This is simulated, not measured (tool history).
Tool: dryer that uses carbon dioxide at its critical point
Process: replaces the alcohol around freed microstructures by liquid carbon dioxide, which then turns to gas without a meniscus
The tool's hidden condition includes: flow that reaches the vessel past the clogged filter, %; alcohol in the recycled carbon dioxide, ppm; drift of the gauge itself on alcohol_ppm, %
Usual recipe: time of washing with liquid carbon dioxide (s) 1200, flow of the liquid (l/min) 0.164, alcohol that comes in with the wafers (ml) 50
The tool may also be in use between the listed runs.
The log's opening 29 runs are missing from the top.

run,day,time of washing with liquid carbon dioxide (s),flow of the liquid (l/min),alcohol that comes in with the wafers (ml),hours of work since the filter was changed,hours of work since the purifier's bed was changed,alcohol left in the vessel before it's heated (ppm by volume)
30,57.908,1500,0.246,34,75,183,43
31,59.983,1500,0.246,34,114,221,70
32,61.154,960,0.185,34,136,243,767
# day 62.375: inlet filter changed
33,62.871,780,0.125,34,9,274,4978
34,65.125,960,0.125,28,51,316,2382
35,67.138,960,0.125,28,88,353,2465
36,68.938,960,0.125,28,122,386,2584
37,70.575,960,0.151,41,152,417,2085
# day 71.025: inlet filter changed
38,73.329,1200,0.162,29,43,467,460
39,74.492,900,0.138,110,64,488,8475
40,76.417,900,0.138,110,100,524,8932
41,77.629,1680,0.171,24,122,546,162
# day 79.667: inlet filter changed
42,80.279,1680,0.171,24,11,595,178
43,82.654,840,0.164,63,55,639,3440
44,84.021,1860,0.14,32,81,664,241
45,86.125,1080,0.164,102,120,703,2292
# day 88.296: inlet filter changed
46,88.958,1080,0.164,102,12,755,1940

Each row is a separate what-if for the run after 46, all from the same tool condition, not one after another. Results?
A,90.829,1200,0.243,87,47,789,?
B,90.829,840,0.213,58,47,789,?
C,90.829,1080,0.176,102,47,789,?

run,alcohol left in the vessel before it's heated (ppm by volume)
A,277
B,1227
C,1539
Take away the tool's hidden state, keep each run's random variation, and the runs would have read:
run,alcohol left in the vessel before it's heated (ppm by volume)
A,70
B,918
C,1186
